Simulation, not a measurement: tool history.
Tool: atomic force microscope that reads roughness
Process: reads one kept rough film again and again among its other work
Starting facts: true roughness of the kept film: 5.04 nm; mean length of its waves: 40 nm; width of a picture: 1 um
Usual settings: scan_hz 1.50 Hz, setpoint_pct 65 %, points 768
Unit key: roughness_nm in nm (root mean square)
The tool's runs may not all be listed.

run 1 hour=0.0 | scan_hz=1.50 setpoint_pct=65 points=768 | roughness_nm=4.128
run 2 hour=39.9 | scan_hz=1.50 setpoint_pct=65 points=768 | roughness_nm=3.862
-- hour=61.5 new tip fitted
run 3 hour=82.9 | scan_hz=1.50 setpoint_pct=65 points=768 | roughness_nm=4.283
run 4 hour=120.7 | scan_hz=1.34 setpoint_pct=65 points=768 | roughness_nm=3.990
run 5 hour=148.3 | scan_hz=1.50 setpoint_pct=75 points=768 | roughness_nm=3.589
-- hour=166.8 new tip fitted
run 6 hour=191.7 | scan_hz=1.50 setpoint_pct=75 points=768 | roughness_nm=4.068
run 7 hour=224.8 | scan_hz=1.14 setpoint_pct=65 points=768 | roughness_nm=4.072
-- hour=270.6 new tip fitted
run 8 hour=275.2 | scan_hz=1.14 setpoint_pct=65 points=768 | roughness_nm=4.536
run 9 hour=307.6 | scan_hz=1.44 setpoint_pct=65 points=582 | roughness_nm=4.189
run 10 hour=336.6 | scan_hz=1.16 setpoint_pct=88 points=295 | roughness_nm=3.536
-- hour=377.9 new tip fitted
run 11 hour=381.7 | scan_hz=1.50 setpoint_pct=56 points=904 | roughness_nm=4.597
run 12 hour=416.2 | scan_hz=3.01 setpoint_pct=85 points=559 | roughness_nm=3.136
run 13 hour=439.9 | scan_hz=3.01 setpoint_pct=85 points=559 | roughness_nm=2.982
run 14 hour=463.9 | scan_hz=3.01 setpoint_pct=85 points=559 | roughness_nm=2.880
-- hour=481.7 new tip fitted
run 15 hour=507.5 | scan_hz=3.01 setpoint_pct=85 points=559 | roughness_nm=3.183
run 16 hour=537.3 | scan_hz=1.68 setpoint_pct=88 points=940 | roughness_nm=3.394

Branching from run 16: 5 alternative next runs. What would each branch give?
run A hour=560.9 | scan_hz=1.68 setpoint_pct=88 points=378 | roughness_nm=?
run B hour=560.9 | scan_hz=1.68 setpoint_pct=58 points=940 | roughness_nm=?
run C hour=560.9 | scan_hz=0.63 setpoint_pct=65 points=768 | roughness_nm=?
run D hour=560.9 | scan_hz=1.68 setpoint_pct=88 points=898 | roughness_nm=?
run E hour=560.9 | scan_hz=0.59 setpoint_pct=85 points=513 | roughness_nm=?

run=A roughness_nm=3.253
run=B roughness_nm=3.947
run=C roughness_nm=4.031
run=D roughness_nm=3.272
run=E roughness_nm=3.822
What these runs would have given with no unlogged condition in the tool:
run=A roughness_nm=3.712
run=B roughness_nm=4.503
run=C roughness_nm=4.601
run=D roughness_nm=3.733
run=E roughness_nm=4.361
